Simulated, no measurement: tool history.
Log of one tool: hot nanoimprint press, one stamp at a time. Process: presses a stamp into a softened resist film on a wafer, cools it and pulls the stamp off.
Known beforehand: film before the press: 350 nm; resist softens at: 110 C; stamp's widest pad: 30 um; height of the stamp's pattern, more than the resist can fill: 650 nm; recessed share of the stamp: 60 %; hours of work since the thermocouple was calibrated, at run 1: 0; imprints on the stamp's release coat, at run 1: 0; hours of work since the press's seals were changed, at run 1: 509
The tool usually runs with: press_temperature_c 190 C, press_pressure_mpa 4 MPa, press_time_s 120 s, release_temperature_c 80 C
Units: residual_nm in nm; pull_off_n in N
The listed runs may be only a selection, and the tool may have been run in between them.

run,hour,press_temperature_c,press_pressure_mpa,press_time_s,release_temperature_c,hours of work since the thermocouple was calibrated,imprints on the stamp's release coat,hours of work since the press's seals were changed,residual_nm,pull_off_n
1,0,190,4,120,80,0,0,509,177.3,130
2,30,190,4,120,80,23,156,532,177.2,131
3,71.8,190,4,120,80,56,374,565,176.6,139
4,107.2,190,4,120,80,83,558,592,179.5,144
5,147.2,190,2.78,120,80,115,767,623,209.6,149
# hour 181.4: stamp cleaned and given a new release coat
6,184.9,190,2.78,120,80,139,19,648,206.7,126
7,217.6,190,4.48,120,80,165,189,674,172.3,130
8,252.7,190,4,120,80,192,372,701,180.8,139
9,281.5,190,4,120,80,215,522,723,183.3,140
10,316.8,190,4,120,80,242,706,751,182.8,148
# hour 337.6: press's hydraulic seals changed and the load cell set to zero
11,355.1,190,5.55,120,80,266,864,14,154.5,151
# hour 362: plate thermocouple calibrated
# hour 371.9: stamp cleaned and given a new release coat
12,390.8,190,2.51,120,80,18,99,34,219,134
13,433.6,190,2.51,120,80,51,321,68,222.7,140
14,461.8,190,5.05,120,80,73,468,90,162.9,146
15,484.3,190,4,120,80,91,585,107,185.8,147
# hour 511.9: plate thermocouple calibrated, once more
16,526.2,179,4,120,74,11,788,137,235.7,170
17,545.8,195,4,72,69,26,891,153,183.6,196
# hour 553.7: stamp cleaned and given a new release coat
18,579.8,184,4,120,69,48,136,175,208.7,164
19,611.8,184,4,120,69,73,303,199,208.3,175
20,649.3,190,4,120,78,102,498,229,177.4,151
21,683.5,190,4,120,78,129,677,255,179.8,152
22,705.9,186,5.75,63,74,146,793,273,212.2,178
# hour 733.2: stamp cleaned and given a new release coat
23,742.7,186,5.75,63,74,170,50,297,211.7,151

For run 24, what comes out?
24,770,194,6.2,81,75,192,192,318,?,?

{"run 24": {"residual_nm": 152.4, "pull_off_n": 152}}
The same run, on a tool lacking any hidden state, would have yielded residual_nm 148.9 nm, pull_off_n 145 N.
